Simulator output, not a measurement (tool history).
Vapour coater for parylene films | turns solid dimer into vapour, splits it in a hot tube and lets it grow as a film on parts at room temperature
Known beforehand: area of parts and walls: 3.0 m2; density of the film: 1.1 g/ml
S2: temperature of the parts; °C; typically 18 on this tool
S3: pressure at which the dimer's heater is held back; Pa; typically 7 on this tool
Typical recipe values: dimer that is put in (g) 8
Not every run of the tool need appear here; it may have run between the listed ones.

run 1 hour=0 | dimer_that_is_put_in_(g)=8 S2=18 S3=7 | thickness_of_the_film_(nm)=1360
run 2 hour=41.4 | dimer_that_is_put_in_(g)=8 S2=18 S3=7 | thickness_of_the_film_(nm)=1340
run 3 hour=80.5 | dimer_that_is_put_in_(g)=8 S2=18 S3=7 | thickness_of_the_film_(nm)=1360
run 4 hour=118.6 | dimer_that_is_put_in_(g)=8 S2=18 S3=7 | thickness_of_the_film_(nm)=1340
run 5 hour=153.6 | dimer_that_is_put_in_(g)=8 S2=11 S3=7 | thickness_of_the_film_(nm)=1680
run 6 hour=193.5 | dimer_that_is_put_in_(g)=8 S2=11 S3=7 | thickness_of_the_film_(nm)=1650
run 7 hour=239.5 | dimer_that_is_put_in_(g)=8 S2=18 S3=7 | thickness_of_the_film_(nm)=1320
run 8 hour=264 | dimer_that_is_put_in_(g)=8 S2=18 S3=7 | thickness_of_the_film_(nm)=1330
run 9 hour=296.4 | dimer_that_is_put_in_(g)=8 S2=18 S3=7 | thickness_of_the_film_(nm)=1310
run 10 hour=326.1 | dimer_that_is_put_in_(g)=8 S2=18 S3=6.61 | thickness_of_the_film_(nm)=1360
run 11 hour=357.3 | dimer_that_is_put_in_(g)=8 S2=18 S3=6.61 | thickness_of_the_film_(nm)=1340
-- hour=364.7 trap's valve overhauled
run 12 hour=388.2 | dimer_that_is_put_in_(g)=8 S2=18 S3=6.61 | thickness_of_the_film_(nm)=1430
run 13 hour=408.4 | dimer_that_is_put_in_(g)=7 S2=15 S3=7 | thickness_of_the_film_(nm)=1350
run 14 hour=445.6 | dimer_that_is_put_in_(g)=6 S2=19 S3=8.58 | thickness_of_the_film_(nm)=970
run 15 hour=471.9 | dimer_that_is_put_in_(g)=7 S2=19 S3=2.72 | thickness_of_the_film_(nm)=1510
run 16 hour=492.8 | dimer_that_is_put_in_(g)=5 S2=11 S3=2.41 | thickness_of_the_film_(nm)=1420
run 17 hour=526.1 | dimer_that_is_put_in_(g)=8 S2=18 S3=5.52 | thickness_of_the_film_(nm)=1490
run 18 hour=559.7 | dimer_that_is_put_in_(g)=8 S2=18 S3=5.52 | thickness_of_the_film_(nm)=1470
run 19 hour=586.4 | dimer_that_is_put_in_(g)=5 S2=11 S3=10.68 | thickness_of_the_film_(nm)=970
run 20 hour=609.5 | dimer_that_is_put_in_(g)=8 S2=13 S3=7 | thickness_of_the_film_(nm)=1610
run 21 hour=633.8 | dimer_that_is_put_in_(g)=8 S2=13 S3=7 | thickness_of_the_film_(nm)=1650
run 22 hour=661.7 | dimer_that_is_put_in_(g)=9 S2=13 S3=2.63 | thickness_of_the_film_(nm)=2270
run 23 hour=705.6 | dimer_that_is_put_in_(g)=5 S2=21 S3=6.92 | thickness_of_the_film_(nm)=780

4 options for the next run, each taken on its own from the tool as it stands now. Forecast them:
run A hour=733.8 | dimer_that_is_put_in_(g)=6 S2=14 S3=4.25 | thickness_of_the_film_(nm)=?
run B hour=733.8 | dimer_that_is_put_in_(g)=5 S2=18 S3=6.92 | thickness_of_the_film_(nm)=?
run C hour=733.8 | dimer_that_is_put_in_(g)=9 S2=12 S3=8.28 | thickness_of_the_film_(nm)=?
run D hour=733.8 | dimer_that_is_put_in_(g)=4 S2=11 S3=2.19 | thickness_of_the_film_(nm)=?

run=A thickness_of_the_film_(nm)=1310
run=B thickness_of_the_film_(nm)=850
run=C thickness_of_the_film_(nm)=1790
run=D thickness_of_the_film_(nm)=1150
Take away the tool's hidden state, keep each run's random variation, and the runs would have read:
run=A thickness_of_the_film_(nm)=1360
run=B thickness_of_the_film_(nm)=880
run=C thickness_of_the_film_(nm)=1860
run=D thickness_of_the_film_(nm)=1190
